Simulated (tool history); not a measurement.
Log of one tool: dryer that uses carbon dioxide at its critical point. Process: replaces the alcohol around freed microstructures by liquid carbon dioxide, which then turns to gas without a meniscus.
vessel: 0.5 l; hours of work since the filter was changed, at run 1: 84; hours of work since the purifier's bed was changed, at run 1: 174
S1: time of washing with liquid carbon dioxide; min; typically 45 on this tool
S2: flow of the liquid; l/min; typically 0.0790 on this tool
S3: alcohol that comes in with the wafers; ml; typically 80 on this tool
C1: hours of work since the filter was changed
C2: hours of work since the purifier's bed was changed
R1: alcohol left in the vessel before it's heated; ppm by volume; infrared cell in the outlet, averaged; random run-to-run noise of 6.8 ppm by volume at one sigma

| run | hour | S1 | S2 | S3 | C1 | C2 | R1 |
|---|---|---|---|---|---|---|---|
| 1 | 0.0 | 45 | 0.0790 | 80 | 84 | 174 | 414 |
| 2 | 6.5 | 36 | 0.0790 | 80 | 86 | 176 | 1282 |
| 3 | 16.4 | 36 | 0.0790 | 80 | 90 | 179 | 1312 |
| 4 | 26.4 | 45 | 0.0790 | 80 | 93 | 183 | 410 |
| 5 | 34.6 | 33 | 0.0790 | 80 | 96 | 186 | 1907 |
| 6 | 42.7 | 33 | 0.0790 | 80 | 99 | 189 | 2005 |
| 7 | 50.9 | 33 | 0.0790 | 80 | 102 | 192 | 2005 |
| 8 | 60.9 | 33 | 0.0790 | 80 | 106 | 196 | 1985 |
| 9 | 71.4 | 33 | 0.0790 | 80 | 110 | 199 | 2005 |
| 10 | 78.3 | 33 | 0.0790 | 42 | 112 | 202 | 1094 |
| 11 | 85.8 | 33 | 0.0790 | 42 | 115 | 205 | 1101 |
| 12 | 98.7 | 33 | 0.0790 | 42 | 120 | 209 | 1091 |
| 13 | 107.9 | 33 | 0.0790 | 42 | 123 | 213 | 1110 |
| 14 | 115.5 | 33 | 0.0790 | 42 | 126 | 215 | 1098 |
| 15 | 126.1 | 45 | 0.0790 | 80 | 129 | 219 | 470 |
| 16 | 133.3 | 45 | 0.0790 | 80 | 132 | 222 | 455 |
| 17 | 146.5 | 45 | 0.0790 | 80 | 137 | 226 | 466 |
| 18 | 153.7 | 45 | 0.0790 | 80 | 139 | 229 | 459 |
| 19 | 163.2 | 45 | 0.1156 | 80 | 143 | 232 | 75 |
| 20 | 177.3 | 45 | 0.0604 | 80 | 148 | 238 | 1907 |
| 21 | 188.7 | 34 | 0.1301 | 25 | 152 | 242 | 89 |
| 22 | 202.7 | 28 | 0.0923 | 41 | 157 | 247 | 1151 |
| 23 | 218.2 | 68 | 0.0815 | 72 | 163 | 252 | 68 |
| 24 | 230.5 | 45 | 0.0790 | 97 | 167 | 257 | 600 |
| 25 | 244.0 | 45 | 0.0790 | 97 | 172 | 262 | 595 |
| 26 | 254.6 | 41 | 0.0790 | 45 | 176 | 266 | 484 |
| 27 | 265.0 | 41 | 0.1259 | 101 | 180 | 269 | 94 |
| 28 | 280.2 | 41 | 0.1259 | 101 | 185 | 275 | 104 |
| 29 | 293.9 | 41 | 0.1259 | 101 | 190 | 280 | 90 |
| 30 | 305.1 | 41 | 0.1259 | 101 | 194 | 284 | 99 |
| 31 | 320.8 | 41 | 0.1259 | 101 | 200 | 289 | 99 |
| 32 | 328.1 | 41 | 0.1259 | 101 | 202 | 292 | 100 |
| 33 | 341.2 | 41 | 0.0999 | 101 | 207 | 297 | 308 |
| 34 | 356.2 | 38 | 0.0658 | 105 | 213 | 302 | 3719 |
| 35 | 370.5 | 38 | 0.0569 | 97 | 218 | 307 | 6156 |
| 36 | 381.1 | 38 | 0.0800 | 97 | 222 | 311 | 1462 |
| 37 | 394.6 | 48 | 0.1097 | 38 | 226 | 316 | 78 |
| 38 | 404.0 | 48 | 0.1097 | 38 | 230 | 319 | 82 |
| 39 | 413.4 | 63 | 0.0748 | 69 | 233 | 323 | 139 |

Branching from run 39: 4 alternative next runs. What would each branch give?
| A | 422.9 | 37 | 0.1287 | 114 | 237 | 326 | ? |
| B | 422.9 | 31 | 0.0748 | 69 | 237 | 326 | ? |
| C | 422.9 | 63 | 0.0748 | 69 | 237 | 326 | ? |
| D | 422.9 | 65 | 0.0947 | 35 | 237 | 326 | ? |

| run | R1 |
|---|---|
| A | 162 |
| B | 3373 |
| C | 135 |
| D | 69 |
Without the tool's hidden state the same runs would have given:
| run | R1 |
|---|---|
| A | 53 |
| B | 2327 |
| C | 37 |
| D | 4 |
